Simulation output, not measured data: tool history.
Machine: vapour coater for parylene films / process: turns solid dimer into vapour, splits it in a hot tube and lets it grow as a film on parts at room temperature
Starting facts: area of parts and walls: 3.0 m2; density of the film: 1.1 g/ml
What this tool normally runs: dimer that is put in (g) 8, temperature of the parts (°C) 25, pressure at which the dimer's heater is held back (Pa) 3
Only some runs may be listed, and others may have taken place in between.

| run | hour | dimer that is put in (g) | temperature of the parts (°C) | pressure at which the dimer's heater is held back (Pa) | thickness of the film (nm) |
|---|---|---|---|---|---|
| 1 | 0 | 8 | 25 | 3 | 1417 |
| 2 | 30.9 | 8 | 21 | 3 | 1696 |
| 3 | 76.4 | 8 | 21 | 3 | 1690 |
| 4 | 103.6 | 8 | 21 | 3 | 1688 |
| 5 | 141.7 | 14 | 25 | 3 | 2459 |
| 6 | 167.4 | 9 | 25 | 3 | 1569 |
| 7 | 216.9 | 5 | 20 | 4.92 | 971 |
| 8 | 257 | 9 | 20 | 9.27 | 1506 |
| 9 | 311.1 | 5 | 17 | 3 | 1264 |
| 10 | 345.7 | 5 | 17 | 3 | 1264 |
| 11 | 385.2 | 7 | 22 | 6.83 | 1141 |
|  | 417.1 | trap's valve overhauled |
| 12 | 431.1 | 5 | 24 | 2.02 | 1059 |

Consider 5 possible next runs. They are alternatives, not a sequence: every one starts from the tool as it was left by run 12. What does each give?
| A | 470.1 | 7 | 24 | 2.02 | ? |
| B | 470.1 | 9 | 18 | 4.71 | ? |
| C | 470.1 | 9 | 19 | 3 | ? |
| D | 470.1 | 13 | 22 | 2.12 | ? |
| E | 470.1 | 4 | 32 | 10.77 | ? |

| run | thickness of the film (nm) |
|---|---|
| A | 1479 |
| B | 2059 |
| C | 2181 |
| D | 2986 |
| E | 405 |
Without the tool's unlogged condition, the same runs would have read:
| run | thickness of the film (nm) |
|---|---|
| A | 1474 |
| B | 2052 |
| C | 2174 |
| D | 2976 |
| E | 404 |
